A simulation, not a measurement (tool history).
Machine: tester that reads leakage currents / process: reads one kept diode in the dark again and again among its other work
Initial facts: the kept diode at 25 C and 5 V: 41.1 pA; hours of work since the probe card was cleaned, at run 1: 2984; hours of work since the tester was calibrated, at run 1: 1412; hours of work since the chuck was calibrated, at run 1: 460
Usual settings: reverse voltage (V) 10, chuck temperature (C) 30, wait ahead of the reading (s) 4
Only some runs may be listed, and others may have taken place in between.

run	hour	reverse voltage (V)	chuck temperature (C)	wait ahead of the reading (s)	hours of work since the probe card was cleaned	hours of work since the tester was calibrated	hours of work since the chuck was calibrated	current that the tester gives (pA)
1	0	10	30	4	2984	1412	460	79.21
2	30.2	1.1	30	4	3007	1435	482	38.2
3	72.7	1.1	30	4	3038	1467	514	38.31
4	113.8	1.1	30	4	3069	1497	545	38.13
5	134.5	10	30	4	3085	1513	560	79.51
6	161.6	10	30	4	3105	1533	580	79.19
7	191.3	6.6	30	4	3127	1555	603	68.93
8	222.5	6.6	30	4	3150	1579	626	68.9
9	249.7	6.6	30	4	3171	1599	646	69.2
10	293.6	6.6	30	4	3204	1632	679	69.48
11	316.9	10	30	2.95	3221	1649	697	80.11
12	337	10	30	2.95	3236	1664	712	80.18
# hour 342.2: probe card cleaned and baked
13	374.1	10	30	2.95	24	1690	737	82.64
14	411	10	30	4	51	1718	765	81.83
15	431.6	10	30	4	67	1733	780	82.19
16	463.6	10	30	4	91	1757	804	82.3
17	487.8	13.6	30	4	109	1775	822	91.74
18	518.9	13.6	30	4	132	1798	845	92.73
19	562.3	13.6	30	4	165	1831	878	92.56
20	588.7	13.6	30	4	184	1850	898	92.5
21	612.8	15.1	30	0.88	202	1869	916	99.32
# hour 617.9: probe card cleaned and baked, once more
22	646.6	15.1	30	0.88	21	1892	939	91.28
23	674.8	5.7	43	4	43	1913	960	157.83
24	711.6	10	30	2.09	70	1940	987	77.98
25	734.2	10	30	2.09	87	1957	1004	77.47
26	779.4	10	30	1.81	121	1991	1038	78.21
27	818.9	3.8	49	2.13	150	2020	1068	207.4
28	866.4	3.8	49	2.13	186	2056	1103	207.26
29	889.2	9.3	35	0.47	203	2073	1120	112.76
30	911.9	9.3	47	1.11	220	2090	1137	243
31	933.7	2.6	29	2.56	236	2106	1153	46.98
32	968.8	5.1	30	0.38	262	2133	1180	65.93
33	989.1	6.6	28	1.85	278	2148	1195	59.35
34	1034.9	6.6	41	1.85	312	2182	1229	145.95
35	1074.7	2.6	41	9.67	342	2212	1259	108.17
36	1098.4	2.5	30	0.65	359	2230	1277	50.66
37	1119.1	4.9	30	2.24	375	2245	1292	62.37
38	1164.2	10	50	4	409	2279	1326	299.2
39	1184.2	6	50	4.29	424	2294	1341	254.67
40	1214	19.1	50	0.49	446	2316	1363	376.99

3 options for the next run, each taken on its own from the tool as it stands now. Forecast them:
A	1253	3.1	50	0.49	475	2345	1392	?
B	1253	4.1	50	1.92	475	2345	1392	?
C	1253	12.4	57	2.42	475	2345	1392	?

run	current that the tester gives (pA)
A	209.38
B	228.16
C	496.02
The same runs, with their run-to-run variation unchanged, on a tool lacking any hidden condition would have given:
run	current that the tester gives (pA)
A	202.21
B	220.26
C	479.46
